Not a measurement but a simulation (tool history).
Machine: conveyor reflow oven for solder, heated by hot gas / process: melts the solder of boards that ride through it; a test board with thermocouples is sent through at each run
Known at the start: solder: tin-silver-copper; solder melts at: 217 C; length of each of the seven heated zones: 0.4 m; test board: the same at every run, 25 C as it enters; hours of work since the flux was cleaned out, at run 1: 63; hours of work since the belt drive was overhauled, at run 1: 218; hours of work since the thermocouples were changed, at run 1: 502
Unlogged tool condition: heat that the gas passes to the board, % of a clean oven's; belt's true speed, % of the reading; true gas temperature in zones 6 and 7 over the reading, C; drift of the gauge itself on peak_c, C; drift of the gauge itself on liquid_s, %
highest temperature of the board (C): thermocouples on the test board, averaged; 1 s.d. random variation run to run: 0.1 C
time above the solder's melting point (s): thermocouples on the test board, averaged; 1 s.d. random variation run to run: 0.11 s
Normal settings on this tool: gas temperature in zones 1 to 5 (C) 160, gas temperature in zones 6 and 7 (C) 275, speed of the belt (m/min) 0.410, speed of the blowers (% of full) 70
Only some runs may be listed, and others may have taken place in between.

run	hour	gas temperature in zones 1 to 5 (C)	gas temperature in zones 6 and 7 (C)	speed of the belt (m/min)	speed of the blowers (% of full)	hours of work since the flux was cleaned out	hours of work since the belt drive was overhauled	hours of work since the thermocouples were changed	highest temperature of the board (C)	time above the solder's melting point (s)
1	0.0	160	275	0.410	70	63	218	502	260.2	90.3
2	10.1	166	275	0.410	70	67	223	506	260.8	93.6
3	24.1	160	275	0.410	70	74	229	512	259.8	90.3
4	32.3	160	275	0.410	69	77	232	516	259.5	89.9
5	42.1	160	270	0.410	70	81	236	520	255.3	86.1
6	48.2	160	275	0.410	70	84	239	523	260.0	90.4
7	60.9	160	275	0.410	76	89	245	528	261.1	91.8
8	73.6	160	275	0.461	70	95	250	534	255.7	75.5
9	81.2	160	275	0.441	70	98	253	537	257.4	80.7
10	91.0	160	275	0.441	52	103	258	541	251.4	73.1
11	98.1	160	275	0.410	70	106	261	545	259.7	90.1
12	105.9	160	275	0.410	70	109	264	548	259.5	90.0
13	114.0	160	275	0.410	84	113	268	551	262.5	93.5
14	123.5	160	275	0.410	84	117	272	556	262.4	93.5
15	132.0	160	275	0.410	78	120	275	559	261.1	92.1
16	138.8	156	275	0.410	70	123	278	562	259.0	87.6
17	153.2	171	287	0.436	53	130	285	569	264.7	91.9
18	163.9	171	264	0.436	53	134	289	573	244.5	71.3
# hour 169.0: belt drive overhauled, speed set with a stopwatch
19	176.4	165	266	0.487	70	138	3	577	246.4	63.8
20	185.2	160	275	0.467	60	142	7	581	251.8	69.7
21	196.6	160	275	0.364	54	147	12	586	258.8	100.9
22	210.1	160	280	0.410	70	152	18	591	263.8	93.7
# hour 217.6: belt drive overhauled, speed set with a stopwatch, once more
23	220.9	171	285	0.350	58	155	1	594	271.7	121.7
24	233.9	160	275	0.401	70	161	7	600	259.6	91.9
25	242.1	160	275	0.460	70	165	11	604	255.0	74.5
26	248.5	160	273	0.410	62	167	13	606	254.9	84.2
# hour 257.0: flux residue cleaned out of gas plates and filters
27	260.8	160	275	0.459	87	2	17	610	260.6	80.9
28	268.1	160	275	0.459	87	5	20	613	260.6	80.9
29	282.0	173	275	0.443	87	11	26	619	262.9	91.4
30	293.1	149	263	0.443	87	16	31	624	249.0	70.0
31	300.9	157	263	0.443	87	19	34	627	250.0	74.1

Pick out some run-to-run changes in highest temperature of the board (C). Of each, how much would a tool without hidden state show as well, from the settings, what came in and chance, and how much is left for the hidden state and any gauge scatter not in both results compared?
Run 17 -> 18: gas temperature in zones 6 and 7 (C) 287 -> 264. highest temperature of the board (C) -20.2: hidden state +0.1, all else -20.3.
Run 18 -> 19: gas temperature in zones 1 to 5 (C) 171 -> 165, gas temperature in zones 6 and 7 (C) 264 -> 266, speed of the belt (m/min) 0.436 -> 0.487, speed of the blowers (% of full) 53 -> 70, belt drive overhauled, speed set with a stopwatch. highest temperature of the board (C) +1.9: hidden state -0.3, all else +2.2.
Run 23 -> 24: gas temperature in zones 1 to 5 (C) 171 -> 160, gas temperature in zones 6 and 7 (C) 285 -> 275, speed of the belt (m/min) 0.350 -> 0.401, speed of the blowers (% of full) 58 -> 70. highest temperature of the board (C) -12.1: hidden state -0.4, all else -11.7.
Run 26 -> 27: gas temperature in zones 6 and 7 (C) 273 -> 275, speed of the belt (m/min) 0.410 -> 0.459, speed of the blowers (% of full) 62 -> 87, flux residue cleaned out of gas plates and filters. highest temperature of the board (C) +5.7: hidden state +1.3, all else +4.4.
Run 29 -> 30: gas temperature in zones 1 to 5 (C) 173 -> 149, gas temperature in zones 6 and 7 (C) 275 -> 263. highest temperature of the board (C) -13.9: hidden state -0.1, all else -13.8.
